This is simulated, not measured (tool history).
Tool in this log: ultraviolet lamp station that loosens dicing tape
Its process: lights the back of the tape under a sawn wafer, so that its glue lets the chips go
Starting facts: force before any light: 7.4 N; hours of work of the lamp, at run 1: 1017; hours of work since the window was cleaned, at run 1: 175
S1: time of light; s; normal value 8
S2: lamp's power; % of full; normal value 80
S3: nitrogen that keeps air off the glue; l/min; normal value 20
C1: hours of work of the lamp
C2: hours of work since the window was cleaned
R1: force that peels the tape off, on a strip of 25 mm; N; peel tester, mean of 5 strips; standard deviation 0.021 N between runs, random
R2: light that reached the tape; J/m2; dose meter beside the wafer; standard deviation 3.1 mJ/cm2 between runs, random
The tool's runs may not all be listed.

run,hour,S1,S2,S3,C1,C2,R1,R2
1,0,8,80,20,1017,175,1.039,4590
2,45.7,8,80,20,1049,206,0.964,4610
3,70.3,8,80,20,1066,223,1.007,4560
# hour 104.3: window cleaned of glue's vapour
4,113,8,80,20,1095,6,0.981,4630
5,140,6,80,20,1113,25,1.614,3490
6,190.1,8,80,20,1148,59,0.995,4560
7,226.6,8,80,20,1173,84,1.007,4610
8,260.2,8,80,20,1196,108,1.003,4660
9,309.4,6,80,20,1230,141,1.635,3490
10,354.4,16,80,20,1261,173,0.308,9230
11,388.1,12,80,20,1285,196,0.476,6870
12,428.8,12,80,20,1313,224,0.487,6940
# hour 460.2: window cleaned of glue's vapour
13,468.1,12,80,20,1340,5,0.487,6930
14,498.9,5,61,31,1361,27,2.219,2170
15,534,8,97,31,1385,51,0.518,5590
16,570.1,8,97,31,1410,76,0.517,5560
17,615.6,6,69,39,1441,107,1.402,3000
18,641.3,10,99,39,1459,125,0.307,7110
19,681.8,7,99,21,1487,153,0.892,4990
20,715.7,6,77,20,1510,176,1.639,3320
21,765.4,8,80,11,1545,211,1.518,4600
22,801.4,8,80,11,1569,235,1.515,4610
# hour 817.2: window cleaned of glue's vapour
23,850.6,11,84,24,1603,23,0.436,6610
24,904.7,10,72,24,1640,60,0.713,5210
25,940.4,9,96,20,1665,85,0.586,6240

Each row is a separate what-if for the run after 25, all from the same tool condition, not one after another. Results?
A,965.8,8,95,9,1683,102,?,?
B,965.8,11,63,18,1683,102,?,?
C,965.8,6,92,13,1683,102,?,?
D,965.8,9,94,13,1683,102,?,?
E,965.8,6,75,20,1683,102,?,?

run,R1,R2
A,1.277,5490
B,0.923,4940
C,1.639,3950
D,0.846,6060
E,1.703,3240
What these runs would have given with no unlogged condition in the tool:
run,R1,R2
A,1.274,5500
B,0.92,4950
C,1.635,3960
D,0.843,6070
E,1.699,3250
